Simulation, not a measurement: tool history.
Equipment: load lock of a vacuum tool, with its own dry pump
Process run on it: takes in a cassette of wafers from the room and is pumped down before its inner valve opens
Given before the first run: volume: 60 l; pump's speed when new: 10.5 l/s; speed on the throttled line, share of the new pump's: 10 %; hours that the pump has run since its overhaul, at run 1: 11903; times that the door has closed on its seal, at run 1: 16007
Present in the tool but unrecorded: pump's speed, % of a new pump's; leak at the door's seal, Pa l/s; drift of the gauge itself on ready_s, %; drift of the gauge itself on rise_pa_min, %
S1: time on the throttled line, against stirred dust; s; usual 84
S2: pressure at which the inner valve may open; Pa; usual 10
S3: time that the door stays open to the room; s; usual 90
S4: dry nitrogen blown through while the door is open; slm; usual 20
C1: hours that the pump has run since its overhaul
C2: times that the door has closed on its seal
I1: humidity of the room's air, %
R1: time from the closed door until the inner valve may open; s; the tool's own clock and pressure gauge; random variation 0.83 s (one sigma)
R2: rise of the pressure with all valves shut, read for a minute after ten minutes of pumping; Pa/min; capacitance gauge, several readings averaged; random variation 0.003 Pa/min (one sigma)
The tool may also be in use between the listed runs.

run    hour   S1  S2   S3  S4     C1     C2    I1     R1     R2
  1     0.0   84  10   90  20  11903  16007  44.2  136.0  0.134
  2   247.3   84  10   90  20  12150  16357  46.1  134.9  0.139
  3   626.2   84  10   90  20  12529  16894  43.0  135.0  0.144
  4  1006.2   84  10   90  20  12909  17433  44.8  135.3  0.154
  5  1196.3   84  10   90  20  13099  17702  44.8  135.4  0.151
  6  1365.1   84  10   90  20  13268  17941  46.2  136.2  0.155
  7  1668.5   84  10   90  20  13571  18371  44.9  134.0  0.164
  8  1954.4   84  10   90  20  13857  18776  44.3  135.8  0.163
  9  2348.9   84  10   90  20  14251  19335  48.9  137.9  0.173
 10  2514.3   84  10   90  20  14417  19569  44.0  135.2  0.165
 11  2722.8   84  10   90  20  14625  19865  45.6  137.1  0.177
 12  2978.5   84   8   90  20  14881  20227  44.7  139.3  0.180
 13  3183.0   84   8   90  20  15086  20517  47.7  138.4  0.182
 14  3565.9   84   8   90  20  15468  21060  46.0  138.2  0.189
 15  3894.4   84   8   90  20  15797  21525  45.4  139.3  0.193
 16  4303.9   84   8   90  20  16206  22105  44.6  138.4  0.200
 17  4480.3   84  10   90  20  16383  22355  42.9  138.3  0.208
 18  4666.6   84  10   90  20  16569  22619  48.4  137.5  0.213
 19  4878.5   84  10   90  20  16781  22920  48.4  136.1  0.218
 20  5067.5   84  16   41  20  16970  23187  42.8  133.6  0.219
 21  5295.6   84  16   41  20  17198  23510  44.3  134.2  0.215
 22  5482.5   84  16   41  25  17385  23775  46.6  135.2  0.222
 23  5863.9  145  10   90  20  17766  24316  45.6  189.9  0.231
 24  6075.4   54  10  173  20  17978  24615  45.5  112.1  0.244
 25  6279.0   87  10   90  30  18181  24904  44.9  141.6  0.234
 26  6498.3   84  13   32  20  18401  25215  43.9  136.5  0.238
 27  6675.2   84  10   32  30  18578  25465  44.7  137.8  0.242
 28  6913.3   84  10   32  30  18816  25803  44.7  138.8  0.248
 29  7212.5   84  10   32  30  19115  26227  46.6  139.5  0.248
 30  7409.6   84  10   32  30  19312  26506  45.3  139.8  0.263
 31  7776.2   47  12   63  15  19679  27025  46.3  105.7  0.279
 32  8114.4   47  17   39  15  20017  27505  44.5  104.1  0.278
 33  8337.7   47  17   39  16  20240  27821  44.0  103.6  0.284
 34  8709.4   84  10   70  24  20612  28348  46.9  140.9  0.293
 35  8957.0   84  10   70  24  20860  28699  42.4  140.5  0.292
 36  9223.6  133  10   70  35  21126  29076  43.9  181.8  0.298
 37  9491.7   80  10   70  20  21394  29456  44.2  137.2  0.316
 38  9868.2   80  10   70  20  21771  29990  44.0  137.4  0.323

Predict each of these 3 candidate next runs independently; none follows another, all start after run 38:
  A  10039.4  57  10  70  20  21942  30232  44.6   ?   ?
  B  10039.4  80   8  70  12  21942  30232  43.3   ?   ?
  C  10039.4  64  14  49  20  21942  30232  44.2   ?   ?

run     R1     R2
  A  117.1  0.327
  B  140.1  0.327
  C  120.8  0.325
With no hidden state in the tool, these same runs would have given:
run     R1     R2
  A  103.9  0.016
  B  126.8  0.021
  C  108.2  0.017

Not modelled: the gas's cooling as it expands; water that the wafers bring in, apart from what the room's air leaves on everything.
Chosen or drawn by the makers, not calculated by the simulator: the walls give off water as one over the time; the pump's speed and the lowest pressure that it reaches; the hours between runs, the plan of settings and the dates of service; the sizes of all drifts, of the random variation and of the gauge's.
